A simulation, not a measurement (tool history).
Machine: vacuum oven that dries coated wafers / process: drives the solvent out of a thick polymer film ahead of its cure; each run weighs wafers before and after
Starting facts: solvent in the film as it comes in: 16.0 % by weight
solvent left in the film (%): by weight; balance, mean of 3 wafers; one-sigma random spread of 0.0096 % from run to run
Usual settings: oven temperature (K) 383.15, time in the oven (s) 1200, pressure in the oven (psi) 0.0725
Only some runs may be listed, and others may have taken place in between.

Run 1, day 0: usual settings. Result: solvent left in the film (%) 3.422.
Run 2, day 1.612: usual settings but pressure in the oven (psi) 0.2544. Result: solvent left in the film (%) 3.737.
Run 3, day 3.45: usual settings but oven temperature (K) 369.15. Result: solvent left in the film (%) 7.042.
Run 4, day 5.133: usual settings but oven temperature (K) 369.15. Result: solvent left in the film (%) 7.027.
Run 5, day 7.638: usual settings. Result: solvent left in the film (%) 3.427.
Run 6, day 10.121: usual settings. Result: solvent left in the film (%) 3.414.
Run 7, day 11.446: usual settings but time in the oven (s) 1620. Result: solvent left in the film (%) 2.206.
Run 8, day 13.083: usual settings but time in the oven (s) 1620. Result: solvent left in the film (%) 2.206.
Run 9, day 14.267: usual settings but time in the oven (s) 1380. Result: solvent left in the film (%) 2.801.
Run 10, day 15.725: usual settings but oven temperature (K) 378.15. Result: solvent left in the film (%) 4.67.
Run 11, day 17.083: usual settings but oven temperature (K) 395.15, pressure in the oven (psi) 0.1507. Result: solvent left in the film (%) 1.257.
Run 12, day 18.217: usual settings but oven temperature (K) 373.15, time in the oven (s) 1320, pressure in the oven (psi) 0.2624. Result: solvent left in the film (%) 5.951.
Run 13, day 19.804: usual settings but oven temperature (K) 374.15, time in the oven (s) 1140, pressure in the oven (psi) 0.1184. Result: solvent left in the film (%) 6.038.
Run 14, day 22.492: usual settings but oven temperature (K) 374.15, time in the oven (s) 1140, pressure in the oven (psi) 0.1184. Result: solvent left in the film (%) 6.044.
Run 15, day 24.85: usual settings but time in the oven (s) 840, pressure in the oven (psi) 0.0528. Result: solvent left in the film (%) 4.995.
Run 16, day 26.808: usual settings but oven temperature (K) 381.15, time in the oven (s) 840, pressure in the oven (psi) 0.191. Result: solvent left in the film (%) 5.716.
Run 17, day 28.992: usual settings but oven temperature (K) 373.15, time in the oven (s) 1860, pressure in the oven (psi) 0.1014. Result: solvent left in the film (%) 4.022.

Each run again, without the hidden state but with its own random variation kept:
Hidden conditions of the tool in this case: true wafer temperature over the reading, C; true pressure over the reading, kPa; drift of the gauge itself on solvent_pct, %.
run  solvent left in the film (%)
  1                         3.407
  2                         3.725
  3                          7.02
  4                         7.006
  5                         3.422
  6                         3.412
  7                          2.18
  8                         2.181
  9                         2.792
 10                         4.675
 11                         1.236
 12                         5.952
 13                         6.047
 14                         6.056
 15                         5.032
 16                         5.755
 17                          4.01
